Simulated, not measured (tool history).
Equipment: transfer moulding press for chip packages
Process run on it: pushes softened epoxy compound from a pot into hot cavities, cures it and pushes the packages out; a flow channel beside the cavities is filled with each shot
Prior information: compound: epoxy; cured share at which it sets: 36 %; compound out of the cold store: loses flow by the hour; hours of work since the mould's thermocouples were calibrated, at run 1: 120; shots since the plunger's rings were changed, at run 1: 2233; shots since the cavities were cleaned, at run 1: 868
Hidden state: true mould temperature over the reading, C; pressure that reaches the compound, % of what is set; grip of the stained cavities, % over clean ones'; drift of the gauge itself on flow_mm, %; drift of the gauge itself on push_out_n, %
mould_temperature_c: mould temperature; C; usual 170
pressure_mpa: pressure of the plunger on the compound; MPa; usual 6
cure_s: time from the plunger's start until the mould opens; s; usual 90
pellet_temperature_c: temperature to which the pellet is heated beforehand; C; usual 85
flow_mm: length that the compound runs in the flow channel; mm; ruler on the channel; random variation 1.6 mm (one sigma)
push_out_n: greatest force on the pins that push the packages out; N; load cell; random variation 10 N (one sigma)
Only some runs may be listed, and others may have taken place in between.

| run | hour | mould_temperature_c | pressure_mpa | cure_s | pellet_temperature_c | hours of work since the mould's thermocouples were calibrated | shots since the plunger's rings were changed | shots since the cavities were cleaned | incoming compound's hours out of the cold store | flow_mm | push_out_n |
|---|---|---|---|---|---|---|---|---|---|---|---|
| 1 | 0 | 170 | 6 | 90 | 85 | 120 | 2233 | 868 | 28.6 | 623 | 877 |
|  | 8.3 | cavities cleaned with cleaning compound and waxed |
| 2 | 8.8 | 170 | 6 | 90 | 85 | 126 | 2345 | 8 | 37.3 | 596 | 522 |
| 3 | 16.2 | 170 | 6 | 90 | 85 | 131 | 2458 | 121 | 24.3 | 636 | 620 |
| 4 | 23.8 | 170 | 6 | 90 | 85 | 136 | 2576 | 239 | 40.6 | 585 | 690 |
| 5 | 32.2 | 170 | 6 | 90 | 85 | 142 | 2704 | 367 | 11.1 | 679 | 774 |
| 6 | 39.5 | 170 | 6 | 90 | 85 | 147 | 2816 | 479 | 31.5 | 611 | 824 |
| 7 | 43.9 | 170 | 6 | 90 | 85 | 151 | 2883 | 546 | 36.2 | 593 | 817 |
| 8 | 48.5 | 170 | 6 | 90 | 85 | 154 | 2954 | 617 | 17.9 | 653 | 849 |
| 9 | 56.9 | 170 | 6 | 90 | 85 | 160 | 3083 | 746 | 38.7 | 588 | 864 |
| 10 | 65 | 170 | 6 | 90 | 85 | 166 | 3207 | 870 | 31.9 | 609 | 863 |
| 11 | 70.1 | 170 | 6 | 90 | 85 | 169 | 3285 | 948 | 14.5 | 667 | 895 |
|  | 73.4 | cavities cleaned with cleaning compound and waxed |
| 12 | 79.7 | 170 | 6 | 90 | 85 | 175 | 3410 | 96 | 19.1 | 649 | 606 |
| 13 | 86.9 | 170 | 6 | 90 | 85 | 180 | 3520 | 206 | 14.7 | 661 | 704 |
| 14 | 93.5 | 170 | 6 | 90 | 85 | 185 | 3622 | 308 | 25.3 | 623 | 760 |
| 15 | 97.9 | 164 | 6 | 90 | 81 | 188 | 3690 | 376 | 16.7 | 667 | 1099 |
| 16 | 106 | 164 | 5.13 | 90 | 85 | 194 | 3813 | 499 | 12.7 | 629 | 1220 |
| 17 | 110.4 | 164 | 5.13 | 102 | 85 | 197 | 3881 | 567 | 16.7 | 614 | 1008 |
| 18 | 119.2 | 170 | 6 | 100 | 93 | 203 | 4016 | 702 | 20.5 | 638 | 780 |
| 19 | 125.8 | 170 | 6 | 100 | 93 | 208 | 4118 | 804 | 18.1 | 647 | 806 |
| 20 | 130 | 162 | 4.94 | 129 | 82 | 211 | 4182 | 868 | 42.2 | 532 | 830 |
| 21 | 134.9 | 166 | 5.07 | 130 | 85 | 215 | 4258 | 944 | 44.8 | 525 | 755 |
|  | 138.4 | cavities cleaned with cleaning compound and waxed |
| 22 | 140.5 | 165 | 5.07 | 107 | 85 | 217 | 4320 | 32 | 47.5 | 518 | 544 |
| 23 | 145.2 | 165 | 5.07 | 107 | 85 | 221 | 4392 | 104 | 48 | 521 | 600 |
| 24 | 149.3 | 165 | 5.07 | 113 | 79 | 224 | 4455 | 167 | 30.5 | 564 | 645 |
| 25 | 155.7 | 165 | 5.07 | 113 | 79 | 228 | 4553 | 265 | 17 | 604 | 696 |
| 26 | 161.3 | 176 | 5.68 | 87 | 85 | 232 | 4640 | 352 | 46.3 | 534 | 655 |
|  | 168.8 | plunger's sealing rings changed |
| 27 | 171.4 | 176 | 5.68 | 115 | 91 | 238 | 40 | 469 | 44.3 | 566 | 667 |
| 28 | 178.3 | 176 | 5.68 | 115 | 91 | 243 | 145 | 574 | 27.6 | 613 | 681 |

Each row is a separate what-if for the run after 28, all from the same tool condition, not one after another. Results?
| A | 183.1 | 176 | 5.94 | 115 | 91 | 246 | 219 | 648 | 39 | ? | ? |
| B | 183.1 | 166 | 5.68 | 115 | 91 | 246 | 219 | 648 | 45.5 | ? | ? |
| C | 183.1 | 174 | 6 | 90 | 85 | 246 | 219 | 648 | 26 | ? | ? |
| D | 183.1 | 169 | 7.02 | 124 | 91 | 246 | 219 | 648 | 21.8 | ? | ? |

| run | flow_mm | push_out_n |
|---|---|---|
| A | 590 | 684 |
| B | 580 | 787 |
| C | 636 | 746 |
| D | 713 | 730 |
With no hidden state in the tool, these same runs would have given:
| run | flow_mm | push_out_n |
|---|---|---|
| A | 591 | 406 |
| B | 581 | 462 |
| C | 637 | 437 |
| D | 715 | 432 |
